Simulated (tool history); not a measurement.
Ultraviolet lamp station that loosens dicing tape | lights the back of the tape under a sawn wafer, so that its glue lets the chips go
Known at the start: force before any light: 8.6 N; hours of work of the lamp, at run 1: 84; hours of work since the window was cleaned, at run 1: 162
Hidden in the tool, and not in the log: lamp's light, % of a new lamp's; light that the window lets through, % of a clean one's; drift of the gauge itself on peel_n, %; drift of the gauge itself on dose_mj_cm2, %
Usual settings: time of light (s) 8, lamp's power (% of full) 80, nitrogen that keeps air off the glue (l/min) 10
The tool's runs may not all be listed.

run	day	time of light (s)	lamp's power (% of full)	nitrogen that keeps air off the glue (l/min)	hours of work of the lamp	hours of work since the window was cleaned	force that peels the tape off (N)	light that reached the tape (J/m2)
1	0	8	80	10	84	162	0.222	3910
2	2.525	4	80	10	120	198	1.245	1890
3	4.717	8	80	10	150	229	0.242	3690
4	6.392	8	80	10	174	252	0.244	3650
5	8.621	8	80	10	206	284	0.274	3590
6	11.317	8	80	9	244	322	0.311	3450
7	14.229	8	80	9	285	363	0.321	3400
# day 15.571: window cleaned of glue's vapour
8	16.654	8	80	6	318	15	0.314	3770
9	19.367	8	80	10	357	53	0.242	3660
10	22.142	8	93	10	396	93	0.175	4150
11	23.379	8	93	17	413	110	0.139	4050
12	26.2	8	75	17	453	150	0.28	3220
13	27.9	8	75	17	477	174	0.298	3170
14	30.25	8	75	17	510	207	0.299	3140
15	33.15	8	100	12	551	248	0.168	4040
16	35.075	5	97	8	578	275	0.874	2390
17	36.308	5	97	8	595	292	0.891	2380
18	38.004	4	90	14	619	316	1.343	1680
19	40.196	4	85	14	650	347	1.561	1590
20	42.538	9	83	5	683	380	0.474	3450
# day 42.704: window cleaned of glue's vapour
21	44.65	9	83	5	713	27	0.36	3770

Run 22 comes next. What will it give?
22	47.225	11	93	6	749	64	?	?

{"run 22": {"force that peels the tape off (N)": 0.137, "light that reached the tape (J/m2)": 5100}}
Without the tool's hidden state the same run would have given force that peels the tape off (N) 0.076, light that reached the tape (J/m2) 6710.
